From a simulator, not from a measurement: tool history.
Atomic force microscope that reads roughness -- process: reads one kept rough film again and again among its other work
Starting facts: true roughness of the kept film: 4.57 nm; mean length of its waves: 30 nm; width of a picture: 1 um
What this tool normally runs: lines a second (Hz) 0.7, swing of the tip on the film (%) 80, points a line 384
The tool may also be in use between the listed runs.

run,day,lines a second (Hz),swing of the tip on the film (%),points a line,roughness of the kept film (nm (root mean square))
1,0,0.7,80,384,3.942
2,1.221,0.7,80,384,3.86
3,3.75,0.7,80,384,3.699
4,6.604,0.7,62,384,3.595
# day 7.733: new tip fitted
5,8.133,2.263,62,384,3.88
6,9.904,2.263,88,384,3.248
7,12.267,2.263,88,384,3.119
8,14.679,2.263,88,384,3.043
# day 15.354: new tip fitted
9,16.471,2.263,88,384,3.291
# day 16.646: height scale calibrated on a step standard
10,18.217,0.787,73,692,3.813
11,19.658,0.547,56,523,3.837
12,22.392,0.658,61,498,3.684
# day 23.196: height scale calibrated on a step standard, once more
# day 23.217: new tip fitted
13,25.012,2.531,57,384,3.749
14,26.221,0.651,60,384,3.818
15,28.65,1.727,61,384,3.595
16,30.042,1.727,61,384,3.527
# day 30.933: new tip fitted
17,32.754,0.858,61,413,3.932

Below are 4 alternative next runs, each starting from the tool's condition after run 17. Predict each:
A,35.296,0.792,80,994,?
B,35.296,1.528,61,413,?
C,35.296,2.105,64,514,?
D,35.296,0.699,80,504,?

run,roughness of the kept film (nm (root mean square))
A,3.667
B,3.724
C,3.64
D,3.679
Without the tool's hidden state the same runs would have given:
run,roughness of the kept film (nm (root mean square))
A,3.936
B,3.998
C,3.907
D,3.949

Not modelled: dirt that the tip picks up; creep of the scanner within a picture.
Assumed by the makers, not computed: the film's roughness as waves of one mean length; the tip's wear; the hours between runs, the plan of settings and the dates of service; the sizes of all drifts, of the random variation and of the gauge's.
